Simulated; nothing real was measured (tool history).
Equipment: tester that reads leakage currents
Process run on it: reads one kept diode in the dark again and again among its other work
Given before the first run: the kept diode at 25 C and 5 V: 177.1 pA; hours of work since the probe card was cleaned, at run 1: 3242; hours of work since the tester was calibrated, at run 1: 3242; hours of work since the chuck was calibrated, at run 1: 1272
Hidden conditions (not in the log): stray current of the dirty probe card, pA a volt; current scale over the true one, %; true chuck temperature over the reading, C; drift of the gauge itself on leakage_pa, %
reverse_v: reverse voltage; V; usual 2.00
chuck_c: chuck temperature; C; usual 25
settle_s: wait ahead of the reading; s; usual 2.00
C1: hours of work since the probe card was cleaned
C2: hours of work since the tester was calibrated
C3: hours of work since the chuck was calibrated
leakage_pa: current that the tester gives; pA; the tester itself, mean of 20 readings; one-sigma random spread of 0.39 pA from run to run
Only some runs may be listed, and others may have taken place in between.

{"run": 1, "hour": 0.0, "reverse_v": 2.0, "chuck_c": 25, "settle_s": 2.0, "C1": 3242, "C2": 3242, "C3": 1272, "leakage_pa": 134.92}
{"hour": 146.2, "done": "tester calibrated"}
{"run": 2, "hour": 146.6, "reverse_v": 2.0, "chuck_c": 25, "settle_s": 2.0, "C1": 3339, "C2": 0, "C3": 1369, "leakage_pa": 135.81}
{"hour": 233.8, "done": "probe card cleaned and baked"}
{"run": 3, "hour": 330.8, "reverse_v": 2.0, "chuck_c": 25, "settle_s": 3.36, "C1": 65, "C2": 122, "C3": 1490, "leakage_pa": 133.49}
{"run": 4, "hour": 434.4, "reverse_v": 2.0, "chuck_c": 25, "settle_s": 3.36, "C1": 134, "C2": 191, "C3": 1559, "leakage_pa": 133.58}
{"run": 5, "hour": 643.6, "reverse_v": 2.0, "chuck_c": 25, "settle_s": 3.36, "C1": 274, "C2": 331, "C3": 1699, "leakage_pa": 133.17}
{"hour": 682.9, "done": "chuck's temperature calibrated"}
{"run": 6, "hour": 807.4, "reverse_v": 2.0, "chuck_c": 25, "settle_s": 4.81, "C1": 382, "C2": 439, "C3": 83, "leakage_pa": 128.35}
{"run": 7, "hour": 944.1, "reverse_v": 2.0, "chuck_c": 25, "settle_s": 4.81, "C1": 474, "C2": 531, "C3": 175, "leakage_pa": 127.6}
{"run": 8, "hour": 1100.7, "reverse_v": 2.0, "chuck_c": 25, "settle_s": 4.81, "C1": 579, "C2": 635, "C3": 280, "leakage_pa": 128.86}
{"run": 9, "hour": 1252.0, "reverse_v": 2.0, "chuck_c": 25, "settle_s": 4.81, "C1": 680, "C2": 737, "C3": 381, "leakage_pa": 128.77}
{"run": 10, "hour": 1399.9, "reverse_v": 2.0, "chuck_c": 25, "settle_s": 2.0, "C1": 779, "C2": 836, "C3": 480, "leakage_pa": 129.31}
{"run": 11, "hour": 1574.0, "reverse_v": 1.48, "chuck_c": 39, "settle_s": 0.42, "C1": 895, "C2": 952, "C3": 596, "leakage_pa": 350.7}
{"run": 12, "hour": 1706.9, "reverse_v": 17.11, "chuck_c": 46, "settle_s": 1.0, "C1": 984, "C2": 1041, "C3": 685, "leakage_pa": 1402.82}
{"run": 13, "hour": 1848.2, "reverse_v": 17.11, "chuck_c": 26, "settle_s": 2.23, "C1": 1079, "C2": 1136, "C3": 780, "leakage_pa": 312.42}
{"run": 14, "hour": 1999.7, "reverse_v": 8.25, "chuck_c": 46, "settle_s": 2.0, "C1": 1180, "C2": 1237, "C3": 881, "leakage_pa": 1092.17}
{"run": 15, "hour": 2136.6, "reverse_v": 2.0, "chuck_c": 53, "settle_s": 0.83, "C1": 1272, "C2": 1329, "C3": 973, "leakage_pa": 1074.06}
{"run": 16, "hour": 2231.4, "reverse_v": 1.57, "chuck_c": 34, "settle_s": 2.51, "C1": 1335, "C2": 1392, "C3": 1036, "leakage_pa": 246.9}
{"run": 17, "hour": 2432.5, "reverse_v": 1.57, "chuck_c": 34, "settle_s": 2.51, "C1": 1470, "C2": 1527, "C3": 1171, "leakage_pa": 247.92}
{"run": 18, "hour": 2550.4, "reverse_v": 1.57, "chuck_c": 34, "settle_s": 2.51, "C1": 1549, "C2": 1605, "C3": 1250, "leakage_pa": 249.01}
{"run": 19, "hour": 2713.1, "reverse_v": 5.52, "chuck_c": 23, "settle_s": 3.57, "C1": 1658, "C2": 1714, "C3": 1359, "leakage_pa": 164.65}

4 options for the next run, each taken on its own from the tool as it stands now. Forecast them:
{"run": "A", "hour": 2820.7, "reverse_v": 5.7, "chuck_c": 25, "settle_s": 4.28, "C1": 1730, "C2": 1786, "C3": 1431, "leakage_pa": "?"}
{"run": "B", "hour": 2820.7, "reverse_v": 1.54, "chuck_c": 25, "settle_s": 2.0, "C1": 1730, "C2": 1786, "C3": 1431, "leakage_pa": "?"}
{"run": "C", "hour": 2820.7, "reverse_v": 4.28, "chuck_c": 22, "settle_s": 4.06, "C1": 1730, "C2": 1786, "C3": 1431, "leakage_pa": "?"}
{"run": "D", "hour": 2820.7, "reverse_v": 2.0, "chuck_c": 54, "settle_s": 2.0, "C1": 1730, "C2": 1786, "C3": 1431, "leakage_pa": "?"}

run=A leakage_pa=197.64
run=B leakage_pa=121.50
run=C leakage_pa=138.91
run=D leakage_pa=1161.20
Without the tool's unlogged condition, the same runs would have read:
run=A leakage_pa=187.04
run=B leakage_pa=116.62
run=C leakage_pa=131.15
run=D leakage_pa=1131.49

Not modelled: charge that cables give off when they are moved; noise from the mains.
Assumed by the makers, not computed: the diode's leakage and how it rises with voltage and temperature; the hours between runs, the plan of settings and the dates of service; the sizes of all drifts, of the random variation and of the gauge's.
